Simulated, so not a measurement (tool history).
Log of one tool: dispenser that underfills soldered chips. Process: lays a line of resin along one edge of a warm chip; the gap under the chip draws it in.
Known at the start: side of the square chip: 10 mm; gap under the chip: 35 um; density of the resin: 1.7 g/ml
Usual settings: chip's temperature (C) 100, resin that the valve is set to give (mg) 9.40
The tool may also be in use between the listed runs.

| run | hour | chip's temperature (C) | resin that the valve is set to give (mg) | time until the resin shows at the far edge (s) | resin that the valve gave (mg) |
|---|---|---|---|---|---|
| 1 | 0.0 | 100 | 9.40 | 236.5 | 9.00 |
|  | 3.6 | new syringe of resin |
| 2 | 9.0 | 100 | 9.40 | 229.0 | 9.00 |
|  | 13.2 | new syringe of resin |
| 3 | 18.5 | 100 | 9.40 | 220.8 | 9.00 |
|  | 22.8 | dispensing valve cleaned and set on the balance |
|  | 23.9 | new syringe of resin |
| 4 | 31.6 | 100 | 9.40 | 262.0 | 9.42 |
|  | 34.2 | new syringe of resin |
| 5 | 41.3 | 100 | 9.40 | 249.8 | 9.40 |
|  | 43.8 | new syringe of resin |
| 6 | 50.9 | 100 | 9.40 | 244.3 | 9.34 |
|  | 53.6 | new syringe of resin |
| 7 | 61.4 | 100 | 9.40 | 265.1 | 9.32 |
|  | 63.7 | new syringe of resin |
| 8 | 71.0 | 100 | 9.40 | 253.1 | 9.21 |
|  | 73.7 | new syringe of resin |
| 9 | 80.4 | 100 | 9.40 | 237.6 | 9.21 |
|  | 83.4 | new syringe of resin |
| 10 | 90.7 | 100 | 9.40 | 255.6 | 9.21 |
|  | 92.8 | new syringe of resin |
| 11 | 100.4 | 100 | 9.40 | 256.5 | 9.17 |
|  | 102.6 | new syringe of resin |
| 12 | 108.6 | 100 | 10.95 | 233.2 | 10.70 |

Run 13 comes next. What will it give?
|  | 111.9 | new syringe of resin |
| 13 | 116.7 | 100 | 10.95 | ? | ? |

{"run 13": {"time until the resin shows at the far edge (s)": 216.5, "resin that the valve gave (mg)": 10.62}}
Without the tool's hidden state the same run would have given time until the resin shows at the far edge (s) 172.8, resin that the valve gave (mg) 10.93.
